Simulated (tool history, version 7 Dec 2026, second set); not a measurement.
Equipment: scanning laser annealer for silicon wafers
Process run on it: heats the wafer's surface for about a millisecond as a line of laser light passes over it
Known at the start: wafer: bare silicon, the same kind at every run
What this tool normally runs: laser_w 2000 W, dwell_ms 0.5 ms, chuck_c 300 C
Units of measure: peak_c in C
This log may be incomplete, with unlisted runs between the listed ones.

run   hour  laser_w  dwell_ms  chuck_c  peak_c
  1      0     2000       0.5      300    1070
  2   12.8     2000       0.5      300    1068
  3   24.3     2000       0.5      300    1065
  4   47.6     2063       0.5      300    1091
  5   57.8     2063       0.5      300    1090
  6   68.5     2063       0.5      300    1093
  7   81.7     2063       0.5      300    1092
      85.9  -- window over the wafer cleaned
  8  101.3     2063     0.449      300    1092
  9  114.2     2063     0.449      271    1061
 10  134.3     2063     0.449      271    1063
 11  157.5     2063     0.449      271    1062
 12  173.7     2063     0.449      328    1116
 13  190.1     2063     0.449      328    1116
 14  200.5     2063     0.449      328    1117
 15  222.7     2063     0.449      328    1114
 16  235.4     1978     0.449      328    1086
 17  253.9     2080     0.449      328    1121
 18  272.8     2080     0.449      328    1115
 19  295.1     2070       0.5      300    1131
 20  317.5     2067       0.5      327    1152
 21  335.9     2067       0.5      327    1152
 22  351.6     2067       0.5      327    1151
     369.3  -- optics aligned, line set to its width
 23  378.9     1843       0.5      265     992
 24  393.5     1717       0.5      317     988
 25  417.4     1717       0.5      317     998
 26  428.5     1717       0.5      317     993
 27  442.4     1908      0.62      300    1133
 28  465.9     1731     0.581      337    1066
     484.5  -- optics aligned, line set to its width, once more
 29  484.5     1731     0.581      337    1080
 30  502.8     1731     0.581      337    1076
 31  526.5     1731     0.581      337    1076
 32  538.9     1731     0.581      337    1075
 33  551.6     1731     0.366      287     880
 34  575.9     1731     0.366      340     932
 35    601     2000     0.468      300    1069
 36  621.3     2000     0.468      300    1072
 37  638.4     2000     0.468      300    1072
 38  653.9     2000      0.48      264    1045

What if the next run were any one of these 5? Each begins from the tool's condition after run 38:
  A  677.4     1757      0.48      264       ?
  B  677.4     1707       0.5      297       ?
  C  677.4     2127       0.5      264       ?
  D  677.4     2000     0.577      287       ?
  E  677.4     1996     0.385      264       ?

run  peak_c
  A     945
  B     968
  C    1112
  D    1140
  E     963
Stripped of hidden state, with their random variation kept, the same runs would have yielded:
run  peak_c
  A     959
  B     982
  C    1130
  D    1158
  E     978

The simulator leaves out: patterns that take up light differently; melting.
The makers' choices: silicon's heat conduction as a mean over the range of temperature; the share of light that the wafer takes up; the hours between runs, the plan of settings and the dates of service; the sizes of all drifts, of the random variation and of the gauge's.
